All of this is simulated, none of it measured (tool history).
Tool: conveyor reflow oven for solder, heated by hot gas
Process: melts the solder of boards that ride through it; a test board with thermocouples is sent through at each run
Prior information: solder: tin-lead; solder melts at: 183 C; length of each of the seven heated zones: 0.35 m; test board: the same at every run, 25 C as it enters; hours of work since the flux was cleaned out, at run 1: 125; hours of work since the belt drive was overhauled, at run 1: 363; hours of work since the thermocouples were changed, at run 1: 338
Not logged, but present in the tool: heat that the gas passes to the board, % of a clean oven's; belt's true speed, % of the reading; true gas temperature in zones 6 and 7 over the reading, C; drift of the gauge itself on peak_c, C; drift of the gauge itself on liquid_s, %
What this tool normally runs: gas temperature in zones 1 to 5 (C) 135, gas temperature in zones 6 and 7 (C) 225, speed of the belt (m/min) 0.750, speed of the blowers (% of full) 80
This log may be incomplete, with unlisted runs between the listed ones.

| run | hour | gas temperature in zones 1 to 5 (C) | gas temperature in zones 6 and 7 (C) | speed of the belt (m/min) | speed of the blowers (% of full) | hours of work since the flux was cleaned out | hours of work since the belt drive was overhauled | hours of work since the thermocouples were changed | highest temperature of the board (C) | time above the solder's melting point (s) |
|---|---|---|---|---|---|---|---|---|---|---|
| 1 | 0.0 | 135 | 225 | 0.750 | 80 | 125 | 363 | 338 | 210.02 | 37.0 |
| 2 | 17.9 | 135 | 225 | 0.750 | 80 | 134 | 373 | 348 | 210.04 | 36.9 |
| 3 | 51.7 | 135 | 225 | 0.750 | 80 | 151 | 390 | 365 | 209.93 | 36.9 |
| 4 | 76.5 | 135 | 225 | 0.750 | 80 | 164 | 402 | 377 | 209.79 | 36.9 |
| 5 | 94.6 | 135 | 225 | 0.750 | 80 | 173 | 412 | 387 | 209.92 | 36.7 |
| 6 | 120.9 | 127 | 225 | 0.750 | 80 | 187 | 425 | 400 | 208.38 | 33.9 |
| 7 | 146.1 | 127 | 225 | 0.750 | 80 | 199 | 438 | 413 | 208.31 | 34.0 |
| 8 | 168.1 | 135 | 225 | 0.617 | 80 | 211 | 449 | 424 | 214.96 | 50.3 |
| 9 | 207.7 | 135 | 225 | 0.750 | 80 | 231 | 469 | 444 | 209.72 | 36.6 |
| 10 | 240.6 | 135 | 225 | 0.750 | 80 | 247 | 486 | 461 | 209.70 | 36.6 |
| 11 | 271.6 | 135 | 225 | 0.750 | 80 | 263 | 502 | 477 | 209.64 | 36.6 |
| 12 | 307.6 | 135 | 225 | 0.750 | 80 | 282 | 520 | 495 | 209.60 | 36.6 |
| 13 | 344.0 | 135 | 225 | 0.750 | 80 | 300 | 539 | 514 | 209.64 | 36.4 |
| 14 | 361.6 | 135 | 225 | 0.750 | 80 | 309 | 548 | 523 | 209.60 | 36.5 |
|  | 367.3 | belt drive overhauled, speed set with a stopwatch |
| 15 | 389.2 | 135 | 225 | 0.750 | 80 | 321 | 11 | 535 | 209.64 | 36.6 |
| 16 | 417.4 | 135 | 225 | 0.750 | 80 | 335 | 26 | 549 | 209.33 | 36.7 |
| 17 | 438.5 | 135 | 225 | 0.715 | 80 | 346 | 36 | 560 | 210.89 | 39.8 |
|  | 450.3 | belt drive overhauled, speed set with a stopwatch, once more |
| 18 | 458.6 | 122 | 224 | 0.872 | 75 | 354 | 4 | 568 | 198.44 | 19.1 |
| 19 | 485.0 | 144 | 230 | 0.644 | 80 | 368 | 18 | 581 | 219.16 | 52.4 |
| 20 | 502.4 | 123 | 215 | 0.865 | 86 | 377 | 27 | 590 | 195.07 | 16.9 |
|  | 516.5 | flux residue cleaned out of gas plates and filters |
| 21 | 525.3 | 135 | 225 | 0.750 | 86 | 4 | 36 | 599 | 212.25 | 38.2 |
| 22 | 543.9 | 135 | 225 | 0.750 | 86 | 14 | 45 | 609 | 212.00 | 38.4 |
| 23 | 570.6 | 135 | 232 | 0.746 | 57 | 28 | 59 | 622 | 208.98 | 34.7 |
| 24 | 598.7 | 135 | 239 | 0.647 | 64 | 42 | 73 | 637 | 222.62 | 51.1 |
| 25 | 620.1 | 140 | 225 | 0.750 | 85 | 53 | 84 | 648 | 212.60 | 40.2 |
| 26 | 659.1 | 125 | 225 | 0.750 | 85 | 73 | 104 | 668 | 210.16 | 34.8 |
| 27 | 696.0 | 147 | 232 | 0.712 | 51 | 91 | 123 | 686 | 210.89 | 41.5 |
| 28 | 727.7 | 147 | 232 | 0.873 | 80 | 108 | 139 | 703 | 213.84 | 35.8 |
| 29 | 760.8 | 144 | 229 | 0.750 | 80 | 124 | 156 | 719 | 215.41 | 42.7 |

Below are 5 alternative next runs, each starting from the tool's condition after run 29. Predict each:
| A | 785.8 | 120 | 225 | 0.750 | 63 | 137 | 168 | 732 | ? | ? |
| B | 785.8 | 140 | 230 | 0.750 | 83 | 137 | 168 | 732 | ? | ? |
| C | 785.8 | 121 | 225 | 0.750 | 80 | 137 | 168 | 732 | ? | ? |
| D | 785.8 | 135 | 225 | 0.660 | 61 | 137 | 168 | 732 | ? | ? |
| E | 785.8 | 135 | 239 | 0.724 | 80 | 137 | 168 | 732 | ? | ? |

| run | highest temperature of the board (C) | time above the solder's melting point (s) |
|---|---|---|
| A | 201.87 | 25.7 |
| B | 216.25 | 41.9 |
| C | 207.87 | 32.0 |
| D | 209.00 | 40.6 |
| E | 223.68 | 46.1 |
Without the tool's hidden state the same runs would have given:
| run | highest temperature of the board (C) | time above the solder's melting point (s) |
|---|---|---|
| A | 201.51 | 25.4 |
| B | 215.80 | 41.7 |
| C | 207.52 | 31.9 |
| D | 208.44 | 40.2 |
| E | 223.26 | 45.9 |
